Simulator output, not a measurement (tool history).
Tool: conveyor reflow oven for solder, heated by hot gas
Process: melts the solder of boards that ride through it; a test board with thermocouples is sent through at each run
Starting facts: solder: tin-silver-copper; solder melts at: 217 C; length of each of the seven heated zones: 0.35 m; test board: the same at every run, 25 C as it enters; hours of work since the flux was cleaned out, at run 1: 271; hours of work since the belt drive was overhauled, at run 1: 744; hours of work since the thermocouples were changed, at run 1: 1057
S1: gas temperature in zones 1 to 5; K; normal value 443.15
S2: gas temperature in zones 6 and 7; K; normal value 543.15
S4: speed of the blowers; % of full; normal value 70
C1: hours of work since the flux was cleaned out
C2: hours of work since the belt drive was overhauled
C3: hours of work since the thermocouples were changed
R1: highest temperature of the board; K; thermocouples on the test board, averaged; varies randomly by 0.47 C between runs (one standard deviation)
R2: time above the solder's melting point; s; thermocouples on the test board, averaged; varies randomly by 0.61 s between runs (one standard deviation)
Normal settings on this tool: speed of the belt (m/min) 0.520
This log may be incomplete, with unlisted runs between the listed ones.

Run 1, day 0.000: usual settings; C1 271; C2 744; C3 1057. Result: R1 520.05 K, R2 53.8 s.
Run 2, day 0.917: usual settings; C1 289; C2 761; C3 1075. Result: R1 520.15 K, R2 52.9 s.
Run 3, day 1.829: usual settings but S1 433.15 K; C1 306; C2 779; C3 1092. Result: R1 517.25 K, R2 47.9 s.
At day 2.196: flux residue cleaned out of gas plates and filters.
Run 4, day 3.033: usual settings but S1 432.15 K; C1 16; C2 798; C3 1111. Result: R1 519.25 K, R2 51.7 s.
Run 5, day 3.621: usual settings but S1 432.15 K; C1 27; C2 809; C3 1123. Result: R1 519.75 K, R2 51.0 s.
Run 6, day 4.254: usual settings but S1 432.15 K; C1 39; C2 821; C3 1135. Result: R1 519.45 K, R2 50.5 s.
At day 4.938: thermocouples of zones 6 and 7 changed.
Run 7, day 5.050: usual settings but S1 432.15 K; C1 53; C2 835; C3 2. Result: R1 521.55 K, R2 52.3 s.
Run 8, day 5.650: usual settings but S1 432.15 K; C1 65; C2 846; C3 14. Result: R1 521.35 K, R2 52.5 s.
Run 9, day 6.479: usual settings but S1 457.15 K; C1 81; C2 862; C3 30. Result: R1 527.05 K, R2 66.2 s.
Run 10, day 7.233: usual settings but S1 454.15 K, S2 541.15 K, speed of the belt (m/min) 0.614, S4 72 % of full; C1 95; C2 877; C3 44. Result: R1 518.65 K, R2 47.5 s.
Run 11, day 7.950: usual settings but S1 434.15 K, S2 552.15 K, speed of the belt (m/min) 0.614, S4 66 % of full; C1 109; C2 890; C3 58. Result: R1 521.15 K, R2 42.5 s.
Run 12, day 8.517: usual settings but S1 434.15 K, S2 552.15 K, speed of the belt (m/min) 0.455, S4 51 % of full; C1 120; C2 901; C3 69. Result: R1 528.25 K, R2 67.7 s.

Run 13 has not been measured yet. What should we expect?
Run 13, day 9.467: usual settings but S1 434.15 K, S2 552.15 K, speed of the belt (m/min) 0.455, S4 51 % of full; C1 138; C2 919; C3 87. Result: R1 ?, R2 ?.

Run 13 gave R1 528.95 K, R2 68.6 s.
With no hidden state in the tool, this same run would have given R1 529.25 K, R2 67.2 s.
